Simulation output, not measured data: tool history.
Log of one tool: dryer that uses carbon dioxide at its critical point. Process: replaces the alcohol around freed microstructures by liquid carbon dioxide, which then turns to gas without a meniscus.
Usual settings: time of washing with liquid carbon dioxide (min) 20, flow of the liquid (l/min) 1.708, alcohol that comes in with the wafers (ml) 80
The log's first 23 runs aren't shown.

run,hour,time of washing with liquid carbon dioxide (min),flow of the liquid (l/min),alcohol that comes in with the wafers (ml),hours of work since the filter was changed,hours of work since the purifier's bed was changed,alcohol left in the vessel before it's heated (ppm by volume)
24,419.1,20,1.708,80,177,387,143
25,439.2,15,1.440,110,193,403,405
26,454.6,31,1.730,80,205,415,127
27,468.1,27,1.708,24,215,425,141
28,480.8,27,1.708,24,225,435,146
29,497.9,27,1.240,80,239,449,161
30,515.5,12,2.300,36,253,462,177
31,528.6,19,2.830,46,263,473,153
32,545.8,19,2.830,46,276,486,165
33,556.9,25,1.220,31,285,495,170
34,568.4,25,1.220,46,294,504,171
35,591.8,25,1.220,46,312,522,198
36,609.7,16,2.460,21,326,536,163
37,626.1,14,2.860,92,339,549,178
# hour 632.5: purifier's bed changed
38,652.1,20,1.708,31,357,15,16
39,673.5,20,1.708,31,374,32,20
40,688.4,21,1.090,29,386,44,93
41,701.1,30,1.570,72,396,54,18
42,714.9,17,2.640,60,407,65,33
43,734.1,19,1.400,80,422,80,150
44,757.2,18,2.700,44,440,98,28
# hour 765.8: inlet filter changed
45,772.4,12,2.590,25,5,109,41
46,788.0,20,1.100,114,17,121,253
47,798.1,14,1.100,65,25,129,569

Forecast each of these 4 alternatives for the next run:
A,816.1,26,1.100,65,39,143,?
B,816.1,20,2.400,80,39,143,?
C,816.1,22,1.050,73,39,143,?
D,816.1,27,1.330,80,39,143,?

run,alcohol left in the vessel before it's heated (ppm by volume)
A,81
B,49
C,161
D,52
Without the tool's hidden state the same runs would have given:
run,alcohol left in the vessel before it's heated (ppm by volume)
A,32
B,3
C,108
D,6
